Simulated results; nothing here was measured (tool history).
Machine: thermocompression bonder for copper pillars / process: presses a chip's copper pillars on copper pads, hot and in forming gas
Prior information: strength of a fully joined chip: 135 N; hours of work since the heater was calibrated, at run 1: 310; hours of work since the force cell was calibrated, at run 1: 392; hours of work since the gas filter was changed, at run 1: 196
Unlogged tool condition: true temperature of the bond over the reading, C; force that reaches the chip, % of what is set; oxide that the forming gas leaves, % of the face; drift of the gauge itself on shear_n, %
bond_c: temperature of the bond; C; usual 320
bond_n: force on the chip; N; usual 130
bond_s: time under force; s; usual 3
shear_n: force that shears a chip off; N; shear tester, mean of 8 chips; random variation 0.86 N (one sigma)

run	hour	bond_c	bond_n	bond_s	hours of work since the heater was calibrated	hours of work since the force cell was calibrated	hours of work since the gas filter was changed	shear_n
1	0	320	130	3	310	392	196	66.8
2	12.7	320	130	3	319	401	205	66.5
3	20.8	325	130	3	325	407	211	71.4
# hour 27.3: forming gas filter changed
4	29.4	325	130	3	331	413	2	73.2
5	41.2	325	130	3	339	421	10	73.9
6	48.6	325	130	3	344	426	15	74.4
7	56	320	130	3	350	432	21	71
8	63.6	350	130	3	355	437	26	93.7
9	75.2	350	130	3	363	445	34	91.7
10	87.2	332	130	3	372	454	43	79.2
11	98.7	332	130	3	380	462	51	77.2
12	106	320	130	3	385	468	56	68.8
13	119.5	320	130	3	395	477	66	69.8
14	127.4	320	130	3	401	483	72	68.1
15	143.1	320	130	3	412	494	83	69.5
16	153.4	320	130	3	419	502	90	67.7
17	167.3	320	130	3	429	512	100	68.6
18	175.2	320	150	3	435	517	106	76.1
19	182.3	320	150	3	440	522	111	74.1
# hour 185.7: heater calibrated with a thermocouple chip
20	191.6	320	130	3	4	528	116	68.6
21	199.7	292	78	3	10	533	122	30.8
22	208.7	292	78	3	16	540	129	30.9
23	222.8	330	165	9	27	550	139	108
24	231.7	334	130	3	33	556	145	76.9
25	246.4	323	135	3	44	567	156	68.8
# hour 255.6: heater calibrated with a thermocouple chip, once more
26	262	310	128	5	5	577	165	73.5
27	270.7	320	130	5	11	583	172	82.3
28	284.1	320	130	5	20	592	181	83.2
29	300.2	330	118	3	32	604	193	73.4
30	308.2	320	155	5	38	610	199	88.2
31	324.2	338	115	2	49	621	210	67.8
# hour 332.1: forming gas filter changed
32	335.3	295	130	2	57	629	2	46.6
33	345.7	319	86	2	64	636	10	44.7
34	358.6	319	87	5	74	646	19	65.7
35	367.1	319	87	5	80	652	25	66.1
36	382.6	331	129	5	91	663	36	89.8
37	394.7	331	94	5	99	671	45	76.9
38	406	331	94	5	107	680	53	77.5
39	421	298	130	3	118	690	64	55.9
40	429.6	320	146	8	124	696	70	100.1

A few steps of shear_n between consecutive runs. Split each: what settings, incoming material and random variation would produce without the hidden state, and what is left over for the hidden state, along with gauge scatter present in only one of the two compared results (measured, and without hidden state):
Run 3 -> 4: forming gas filter changed. shear_n +1.8 N: hidden state +3.3, all else -1.5.
Run 20 -> 21: bond_c 320 -> 292, bond_n 130 -> 78. shear_n -37.8 N: hidden state +1.3, all else -39.1.
Run 22 -> 23: bond_c 292 -> 330, bond_n 78 -> 165, bond_s 3 -> 9. shear_n +77.1 N: hidden state -2.4, all else +79.5.
Run 25 -> 26: bond_c 323 -> 310, bond_n 135 -> 128, bond_s 3 -> 5, heater calibrated with a thermocouple chip, once more. shear_n +4.7 N: hidden state +3.4, all else +1.3.
Run 31 -> 32: bond_c 338 -> 295, bond_n 115 -> 130, forming gas filter changed. shear_n -21.2 N: hidden state +2.7, all else -23.9.
Run 39 -> 40: bond_c 298 -> 320, bond_n 130 -> 146, bond_s 3 -> 8. shear_n +44.2 N: hidden state -0.5, all else +44.7.

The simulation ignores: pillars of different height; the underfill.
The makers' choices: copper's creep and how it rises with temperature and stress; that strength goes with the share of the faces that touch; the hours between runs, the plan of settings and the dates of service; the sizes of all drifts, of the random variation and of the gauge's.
